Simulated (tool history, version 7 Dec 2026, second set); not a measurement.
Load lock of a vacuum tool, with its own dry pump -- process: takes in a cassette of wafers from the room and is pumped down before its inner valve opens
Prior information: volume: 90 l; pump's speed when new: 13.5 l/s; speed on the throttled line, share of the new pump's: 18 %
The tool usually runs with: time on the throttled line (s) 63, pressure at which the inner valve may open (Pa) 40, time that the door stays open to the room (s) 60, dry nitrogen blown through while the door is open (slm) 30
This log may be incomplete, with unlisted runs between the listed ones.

run     hour  time on the throttled line (s)  pressure at which the inner valve may open (Pa)  time that the door stays open to the room (s)  dry nitrogen blown through while the door is open (slm)  incoming humidity of the room's air, %  time from the closed door until the inner valve may open (s)  rise of the pressure with all valves shut (Pa/min)
  1        0                              63                                               40                                             60                                                       30                                    45.3                                                         109.1                                               0.045
  2    393.8                              63                                               40                                             60                                                       30                                    43.8                                                           110                                               0.048
  3    863.2                              63                                               40                                             60                                                       30                                    44.4                                                         110.1                                               0.055
  4   1510.6                              63                                               40                                             39                                                       30                                    43.6                                                         104.1                                               0.059
  5   1837.3                              63                                               40                                             39                                                       30                                    45.5                                                         105.5                                               0.062
  6   2362.7                              63                                               45                                             60                                                       30                                    44.6                                                         104.7                                               0.081
  7   2764.7                              63                                               40                                            220                                                       30                                    46.9                                                         105.5                                               0.112
  8     3100                              63                                               46                                             60                                                       30                                    47.6                                                         103.6                                               0.094
  9     3510                              52                                               40                                             60                                                       30                                    47.2                                                          95.5                                               0.101
 10   4082.8                              52                                               40                                             60                                                       30                                    44.9                                                          96.9                                               0.112
 11   4760.8                              52                                               40                                             60                                                       30                                    42.4                                                          98.1                                               0.131
 12   5346.4                              63                                               40                                             60                                                       30                                    44.1                                                         105.1                                               0.143
 13     6045                              63                                               40                                             60                                                       30                                    45.1                                                         106.6                                               0.161
 14   6726.1                              63                                               40                                             60                                                       30                                    47.4                                                         106.5                                               0.184
 15   7074.4                              63                                               40                                             60                                                       30                                    45.1                                                         106.6                                               0.187
 16   7563.7                              63                                               40                                            204                                                       17                                    41.9                                                         106.9                                               0.232
 17     7861                              90                                               40                                             44                                                       30                                    46.3                                                           129                                               0.214
 18   8465.4                             100                                               42                                             31                                                       30                                    46.5                                                         137.2                                               0.021
 19   9103.8                             100                                               36                                            143                                                       27                                    42.8                                                         137.7                                               0.042
 20   9807.9                             100                                               36                                            143                                                       27                                    45.6                                                         139.1                                               0.053
 21  10210.1                              92                                               41                                             38                                                       21                                    48.6                                                         132.1                                               0.042
 22  10568.9                              61                                               29                                             38                                                       21                                    40.3                                                         109.8                                               0.046
 23  11214.6                              61                                               29                                             38                                                       19                                    42.4                                                         110.3                                                0.05
 24  11762.2                              61                                               29                                             38                                                       19                                    42.3                                                         108.8                                               0.058
 25  12236.4                              39                                               68                                            190                                                       31                                    45.8                                                          86.7                                               0.085
 26  12582.9                              39                                               68                                            190                                                       31                                    48.2                                                          86.4                                               0.091
 27  13091.7                              39                                               68                                            190                                                       31                                    46.7                                                          87.1                                               0.103
 28  13523.7                              80                                               68                                            229                                                       31                                    44.1                                                         118.9                                               0.111
 29  14155.6                              79                                               45                                            225                                                       37                                    44.5                                                         121.8                                               0.118
 30  14822.5                              63                                               40                                             60                                                        6                                      43                                                         111.4                                               0.126

Put back what was entered between runs (2 entries, withheld): which listed runs does each sit between, and how does the hidden state differ from the listed run before to the listed run after?
From run 3 to run 4: dry pump taken out, an overhauled one fitted (hour 1140.3)
  pump's speed, % of a new pump's: 88.1 -> 99.2; leak at the door's seal, Pa l/s: 0.0496 -> 0.0638
  measured value less the no-hidden-state value, time from the closed door until the inner valve may open (s): +5.7 -> +0.3; rise of the pressure with all valves shut (Pa/min): +0.031 -> +0.041
From run 17 to run 18: door's seal changed, seat wiped (hour 8084.7)
  pump's speed, % of a new pump's: 93.1 -> 92.6; leak at the door's seal, Pa l/s: 0.286 -> 0.0049
  measured value less the no-hidden-state value, time from the closed door until the inner valve may open (s): +2.8 -> +2.8; rise of the pressure with all valves shut (Pa/min): +0.189 -> +0.002
